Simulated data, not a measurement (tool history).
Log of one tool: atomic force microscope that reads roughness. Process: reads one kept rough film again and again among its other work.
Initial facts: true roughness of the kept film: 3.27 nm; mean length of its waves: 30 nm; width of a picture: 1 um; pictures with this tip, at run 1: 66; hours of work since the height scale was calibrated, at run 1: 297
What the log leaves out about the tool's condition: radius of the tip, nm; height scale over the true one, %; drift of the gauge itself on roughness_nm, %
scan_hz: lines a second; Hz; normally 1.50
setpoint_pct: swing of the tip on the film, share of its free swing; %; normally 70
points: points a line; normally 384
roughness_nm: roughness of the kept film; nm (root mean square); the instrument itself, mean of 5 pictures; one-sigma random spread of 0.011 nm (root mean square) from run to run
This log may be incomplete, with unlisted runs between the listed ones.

| run | hour | scan_hz | setpoint_pct | points | pictures with this tip | hours of work since the height scale was calibrated | roughness_nm |
|---|---|---|---|---|---|---|---|
| 1 | 0.0 | 1.50 | 70 | 384 | 66 | 297 | 2.597 |
| 2 | 30.6 | 1.50 | 70 | 384 | 121 | 315 | 2.492 |
| 3 | 58.2 | 1.50 | 70 | 384 | 172 | 332 | 2.411 |
| 4 | 99.9 | 1.50 | 70 | 384 | 247 | 358 | 2.333 |
|  | 129.1 | new tip fitted |
| 5 | 133.5 | 1.50 | 70 | 384 | 9 | 379 | 2.689 |
| 6 | 163.4 | 1.50 | 70 | 384 | 63 | 397 | 2.579 |
| 7 | 208.6 | 1.50 | 70 | 311 | 145 | 425 | 2.432 |
| 8 | 255.8 | 1.50 | 70 | 311 | 231 | 454 | 2.318 |
| 9 | 280.2 | 1.50 | 70 | 311 | 275 | 469 | 2.273 |
|  | 295.6 | new tip fitted |
| 10 | 333.8 | 1.50 | 70 | 311 | 70 | 502 | 2.579 |
| 11 | 377.5 | 1.50 | 70 | 477 | 149 | 528 | 2.459 |
| 12 | 429.9 | 1.50 | 70 | 477 | 244 | 561 | 2.309 |
|  | 459.2 | new tip fitted |
| 13 | 473.7 | 1.50 | 70 | 477 | 27 | 587 | 2.679 |
| 14 | 523.4 | 1.79 | 71 | 487 | 117 | 618 | 2.497 |
| 15 | 545.8 | 2.06 | 82 | 384 | 158 | 632 | 2.255 |
| 16 | 581.4 | 0.58 | 87 | 978 | 222 | 654 | 2.390 |
| 17 | 616.4 | 0.58 | 78 | 408 | 286 | 675 | 2.340 |
|  | 623.9 | new tip fitted |
| 18 | 645.1 | 3.83 | 78 | 507 | 38 | 693 | 2.301 |

How the hidden state differs across the entries between the runs, from the last listed run before each to the first after it:
Logged between run 4 and run 5: new tip fitted (hour 129.1)
  radius of the tip, nm: 23.6 -> 11.1; height scale over the true one, %: 1.04 -> 1.1
  measured result minus the result with no hidden state, roughness_nm: -0.371 -> -0.007 nm (root mean square)
Logged between run 9 and run 10: new tip fitted (hour 295.6)
  radius of the tip, nm: 26.1 -> 14; height scale over the true one, %: 1.35 -> 1.44
  measured result minus the result with no hidden state, roughness_nm: -0.421 -> -0.092 nm (root mean square)
Logged between run 12 and run 13: new tip fitted (hour 459.2)
  radius of the tip, nm: 24.2 -> 11.7; height scale over the true one, %: 1.6 -> 1.68
  measured result minus the result with no hidden state, roughness_nm: -0.368 -> -0.013 nm (root mean square)
Logged between run 17 and run 18: new tip fitted (hour 623.9)
  radius of the tip, nm: 26.1 -> 12.7; height scale over the true one, %: 1.93 -> 1.98
  measured result minus the result with no hidden state, roughness_nm: -0.419 -> -0.032 nm (root mean square)
